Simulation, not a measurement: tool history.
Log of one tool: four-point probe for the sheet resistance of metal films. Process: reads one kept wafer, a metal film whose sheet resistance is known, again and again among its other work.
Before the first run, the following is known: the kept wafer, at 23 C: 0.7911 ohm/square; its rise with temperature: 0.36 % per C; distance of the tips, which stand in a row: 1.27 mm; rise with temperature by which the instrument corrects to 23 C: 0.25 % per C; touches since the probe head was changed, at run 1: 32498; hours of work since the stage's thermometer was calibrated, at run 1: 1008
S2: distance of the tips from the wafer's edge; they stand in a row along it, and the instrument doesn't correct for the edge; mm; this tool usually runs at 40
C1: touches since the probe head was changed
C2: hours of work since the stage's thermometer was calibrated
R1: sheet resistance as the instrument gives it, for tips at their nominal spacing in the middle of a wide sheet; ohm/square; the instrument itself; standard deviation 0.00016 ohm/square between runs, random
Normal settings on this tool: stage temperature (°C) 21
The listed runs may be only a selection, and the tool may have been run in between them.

{"run": 1, "hour": 0.0, "stage temperature (°C)": 21, "S2": 40, "C1": 32498, "C2": 1008, "R1": 0.79006}
{"run": 2, "hour": 33.0, "stage temperature (°C)": 21, "S2": 53, "C1": 33150, "C2": 1029, "R1": 0.789762}
{"run": 3, "hour": 80.2, "stage temperature (°C)": 21, "S2": 53, "C1": 34082, "C2": 1057, "R1": 0.7894}
{"run": 4, "hour": 105.6, "stage temperature (°C)": 21, "S2": 53, "C1": 34584, "C2": 1073, "R1": 0.789727}
{"run": 5, "hour": 149.3, "stage temperature (°C)": 21, "S2": 48, "C1": 35446, "C2": 1100, "R1": 0.789275}
{"run": 6, "hour": 191.5, "stage temperature (°C)": 19, "S2": 40, "C1": 36279, "C2": 1126, "R1": 0.787616}
{"run": 7, "hour": 229.3, "stage temperature (°C)": 19, "S2": 40, "C1": 37027, "C2": 1149, "R1": 0.787925}
{"run": 8, "hour": 262.5, "stage temperature (°C)": 19, "S2": 40, "C1": 37683, "C2": 1169, "R1": 0.787565}
{"run": 9, "hour": 291.7, "stage temperature (°C)": 30, "S2": 40, "C1": 38260, "C2": 1187, "R1": 0.797546}
{"run": 10, "hour": 320.7, "stage temperature (°C)": 21, "S2": 40, "C1": 38832, "C2": 1205, "R1": 0.789745}
{"run": 11, "hour": 351.5, "stage temperature (°C)": 21, "S2": 40, "C1": 39441, "C2": 1224, "R1": 0.789884}
{"run": 12, "hour": 386.7, "stage temperature (°C)": 21, "S2": 40, "C1": 40136, "C2": 1245, "R1": 0.789837}
{"run": 13, "hour": 417.8, "stage temperature (°C)": 21, "S2": 40, "C1": 40750, "C2": 1264, "R1": 0.789853}
{"run": 14, "hour": 446.6, "stage temperature (°C)": 21, "S2": 8, "C1": 41318, "C2": 1282, "R1": 0.799849}
{"run": 15, "hour": 490.5, "stage temperature (°C)": 21, "S2": 8, "C1": 42186, "C2": 1309, "R1": 0.799747}
{"run": 16, "hour": 515.9, "stage temperature (°C)": 21, "S2": 40, "C1": 42687, "C2": 1324, "R1": 0.789454}
{"run": 17, "hour": 554.0, "stage temperature (°C)": 21, "S2": 40, "C1": 43440, "C2": 1348, "R1": 0.789936}
{"run": 18, "hour": 579.1, "stage temperature (°C)": 21, "S2": 40, "C1": 43937, "C2": 1363, "R1": 0.789845}
{"run": 19, "hour": 617.1, "stage temperature (°C)": 21, "S2": 40, "C1": 44687, "C2": 1387, "R1": 0.789821}
{"run": 20, "hour": 641.7, "stage temperature (°C)": 21, "S2": 40, "C1": 45172, "C2": 1402, "R1": 0.78977}
{"run": 21, "hour": 663.3, "stage temperature (°C)": 21, "S2": 40, "C1": 45600, "C2": 1415, "R1": 0.789893}
{"run": 22, "hour": 710.0, "stage temperature (°C)": 21, "S2": 75, "C1": 46521, "C2": 1443, "R1": 0.789358}
{"run": 23, "hour": 755.9, "stage temperature (°C)": 23, "S2": 57, "C1": 47429, "C2": 1472, "R1": 0.791064}
{"run": 24, "hour": 781.8, "stage temperature (°C)": 23, "S2": 57, "C1": 47940, "C2": 1487, "R1": 0.791385}
{"run": 25, "hour": 827.0, "stage temperature (°C)": 18, "S2": 40, "C1": 48832, "C2": 1515, "R1": 0.786843}
{"run": 26, "hour": 868.5, "stage temperature (°C)": 20, "S2": 6, "C1": 49653, "C2": 1541, "R1": 0.80687}
{"run": 27, "hour": 890.4, "stage temperature (°C)": 20, "S2": 6, "C1": 50085, "C2": 1554, "R1": 0.806953}
{"run": 28, "hour": 910.1, "stage temperature (°C)": 23, "S2": 11, "C1": 50474, "C2": 1566, "R1": 0.797088}
{"run": 29, "hour": 941.6, "stage temperature (°C)": 25, "S2": 9, "C1": 51097, "C2": 1585, "R1": 0.801139}
{"run": 30, "hour": 967.7, "stage temperature (°C)": 33, "S2": 8, "C1": 51612, "C2": 1601, "R1": 0.81036}
{"run": 31, "hour": 996.8, "stage temperature (°C)": 33, "S2": 8, "C1": 52188, "C2": 1619, "R1": 0.810357}
{"run": 32, "hour": 1035.1, "stage temperature (°C)": 18, "S2": 20, "C1": 52943, "C2": 1643, "R1": 0.788364}
{"run": 33, "hour": 1066.2, "stage temperature (°C)": 29, "S2": 35, "C1": 53557, "C2": 1662, "R1": 0.797086}
{"run": 34, "hour": 1104.8, "stage temperature (°C)": 30, "S2": 40, "C1": 54319, "C2": 1685, "R1": 0.797471}
{"run": 35, "hour": 1126.8, "stage temperature (°C)": 30, "S2": 40, "C1": 54754, "C2": 1699, "R1": 0.797567}
{"run": 36, "hour": 1167.2, "stage temperature (°C)": 19, "S2": 30, "C1": 55552, "C2": 1724, "R1": 0.788489}
{"run": 37, "hour": 1205.9, "stage temperature (°C)": 19, "S2": 40, "C1": 56317, "C2": 1747, "R1": 0.787971}
{"run": 38, "hour": 1238.2, "stage temperature (°C)": 19, "S2": 40, "C1": 56955, "C2": 1767, "R1": 0.787966}
{"run": 39, "hour": 1283.3, "stage temperature (°C)": 28, "S2": 4, "C1": 57845, "C2": 1795, "R1": 0.83671}
{"run": 40, "hour": 1313.0, "stage temperature (°C)": 25, "S2": 16, "C1": 58433, "C2": 1813, "R1": 0.795549}
{"run": 41, "hour": 1344.5, "stage temperature (°C)": 24, "S2": 39, "C1": 59054, "C2": 1832, "R1": 0.79248}
{"run": 42, "hour": 1370.8, "stage temperature (°C)": 26, "S2": 4, "C1": 59574, "C2": 1848, "R1": 0.834282}
{"run": 43, "hour": 1400.5, "stage temperature (°C)": 28, "S2": 7, "C1": 60161, "C2": 1867, "R1": 0.809465}
{"run": 44, "hour": 1426.0, "stage temperature (°C)": 21, "S2": 22, "C1": 60665, "C2": 1882, "R1": 0.790869}

What if the next run were any one of these 3? Each begins from the tool's condition after run 44:
{"run": "A", "hour": 1469.5, "stage temperature (°C)": 33, "S2": 40, "C1": 61523, "C2": 1909, "R1": "?"}
{"run": "B", "hour": 1469.5, "stage temperature (°C)": 20, "S2": 25, "C1": 61523, "C2": 1909, "R1": "?"}
{"run": "C", "hour": 1469.5, "stage temperature (°C)": 19, "S2": 4, "C1": 61523, "C2": 1909, "R1": "?"}

run=A R1=0.800313
run=B R1=0.789287
run=C R1=0.828088
Stripped of hidden state, with their random variation kept, the same runs would have yielded:
run=A R1=0.800294
run=B R1=0.789267
run=C R1=0.828067

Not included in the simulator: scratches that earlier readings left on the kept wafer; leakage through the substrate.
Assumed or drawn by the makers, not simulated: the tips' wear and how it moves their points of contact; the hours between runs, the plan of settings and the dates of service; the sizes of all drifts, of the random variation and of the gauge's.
